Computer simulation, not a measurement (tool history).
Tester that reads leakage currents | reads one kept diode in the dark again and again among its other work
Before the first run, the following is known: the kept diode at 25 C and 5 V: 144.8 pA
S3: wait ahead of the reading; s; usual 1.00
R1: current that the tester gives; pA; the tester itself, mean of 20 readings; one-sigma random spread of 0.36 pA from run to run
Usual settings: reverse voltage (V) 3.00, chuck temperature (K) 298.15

Run 1, day 0.000: usual settings. Result: R1 111.70 pA.
Run 2, day 1.875: usual settings but reverse voltage (V) 1.48. Result: R1 83.17 pA.
Run 3, day 3.888: usual settings but chuck temperature (K) 301.15. Result: R1 145.62 pA.
Run 4, day 6.671: usual settings. Result: R1 111.22 pA.
Run 5, day 10.592: usual settings. Result: R1 110.62 pA.
Run 6, day 13.725: usual settings but reverse voltage (V) 9.35. Result: R1 177.41 pA.
Run 7, day 16.921: usual settings but reverse voltage (V) 9.35. Result: R1 175.75 pA.
Run 8, day 20.612: usual settings but reverse voltage (V) 9.35. Result: R1 174.79 pA.
Run 9, day 24.438: usual settings but reverse voltage (V) 9.35, S3 0.32 s. Result: R1 176.22 pA.
Run 10, day 26.800: usual settings but reverse voltage (V) 3.77. Result: R1 117.71 pA.
Run 11, day 31.254: usual settings but reverse voltage (V) 3.77. Result: R1 117.23 pA.
Run 12, day 33.142: usual settings but reverse voltage (V) 1.99. Result: R1 89.48 pA.
At day 33.554: chuck's temperature calibrated.
Run 13, day 36.800: usual settings. Result: R1 100.47 pA.
Run 14, day 40.717: usual settings. Result: R1 100.38 pA.
Run 15, day 44.350: usual settings. Result: R1 100.06 pA.
Run 16, day 47.062: usual settings. Result: R1 99.59 pA.
Run 17, day 51.479: usual settings but S3 0.50 s. Result: R1 99.19 pA.
Run 18, day 56.021: usual settings but S3 0.50 s. Result: R1 98.60 pA.
At day 58.642: chuck's temperature calibrated, once more.
Run 19, day 59.192: usual settings but S3 0.50 s. Result: R1 119.17 pA.
Run 20, day 61.083: usual settings but S3 0.50 s. Result: R1 119.29 pA.
Run 21, day 63.604: usual settings but reverse voltage (V) 18.91, chuck temperature (K) 299.15, S3 0.81 s. Result: R1 280.87 pA.
Run 22, day 66.167: usual settings but reverse voltage (V) 18.91, chuck temperature (K) 299.15, S3 0.81 s. Result: R1 279.26 pA.
Run 23, day 70.075: usual settings but reverse voltage (V) 3.02, chuck temperature (K) 313.15, S3 0.84 s. Result: R1 421.96 pA.
Run 24, day 72.933: usual settings but reverse voltage (V) 3.02, chuck temperature (K) 313.15, S3 0.84 s. Result: R1 420.50 pA.
Run 25, day 76.988: usual settings but reverse voltage (V) 3.02, chuck temperature (K) 313.15, S3 0.84 s. Result: R1 417.35 pA.
Run 26, day 80.833: usual settings but reverse voltage (V) 5.84, chuck temperature (K) 303.15, S3 0.84 s. Result: R1 235.95 pA.
Run 27, day 85.104: usual settings but reverse voltage (V) 15.27, chuck temperature (K) 306.15, S3 0.38 s. Result: R1 454.85 pA.
Run 28, day 88.175: usual settings but reverse voltage (V) 2.36, chuck temperature (K) 300.15, S3 1.04 s. Result: R1 123.12 pA.
Run 29, day 90.683: usual settings but reverse voltage (V) 12.31, chuck temperature (K) 299.15, S3 8.71 s. Result: R1 222.95 pA.
At day 91.233: probe card cleaned and baked.
Run 30, day 92.788: usual settings but reverse voltage (V) 9.96, chuck temperature (K) 294.15, S3 4.35 s. Result: R1 128.24 pA.
Run 31, day 96.746: usual settings but reverse voltage (V) 9.96, chuck temperature (K) 294.15, S3 4.35 s. Result: R1 126.88 pA.
Run 32, day 101.038: usual settings but reverse voltage (V) 9.96, chuck temperature (K) 294.15, S3 4.35 s. Result: R1 126.53 pA.
Run 33, day 105.438: usual settings but reverse voltage (V) 3.70, chuck temperature (K) 330.15, S3 4.35 s. Result: R1 1624.95 pA.
Run 34, day 110.071: usual settings but reverse voltage (V) 3.70, chuck temperature (K) 330.15, S3 4.35 s. Result: R1 1604.84 pA.
Run 35, day 113.738: usual settings but reverse voltage (V) 4.57, S3 0.92 s. Result: R1 129.91 pA.
Run 36, day 118.217: usual settings but reverse voltage (V) 4.57, S3 0.92 s. Result: R1 128.92 pA.
Run 37, day 122.338: usual settings but reverse voltage (V) 4.57, S3 0.92 s. Result: R1 127.87 pA.
Run 38, day 124.362: usual settings but reverse voltage (V) 4.57, chuck temperature (K) 332.15, S3 2.96 s. Result: R1 1992.57 pA.
Run 39, day 128.571: usual settings but reverse voltage (V) 19.14, chuck temperature (K) 321.15, S3 0.89 s. Result: R1 1571.19 pA.

Selected run-to-run steps in R1, each split into two signed amounts: the part the tool would show with no hidden state at all (from settings, incoming material and random variation), and the remainder, which goes to the hidden state together with any gauge scatter not common to the measured and the hidden-state-free results:
Hidden conditions of the tool in this case: stray current of the dirty probe card, pA a volt; current scale over the true one, %; true chuck temperature over the reading, C; drift of the gauge itself on leakage_pa, %.
Run 32 -> 33: reverse voltage (V) 9.96 -> 3.70, chuck temperature (K) 294.15 -> 330.15. R1 +1498.42 pA: hidden state -80.60, all else +1579.02.
Run 34 -> 35: reverse voltage (V) 3.70 -> 4.57, chuck temperature (K) 330.15 -> 298.15, S3 4.35 -> 0.92. R1 -1474.93 pA: hidden state +86.90, all else -1561.83.
Run 37 -> 38: chuck temperature (K) 298.15 -> 332.15, S3 0.92 -> 2.96. R1 +1864.70 pA: hidden state -143.96, all else +2008.66.
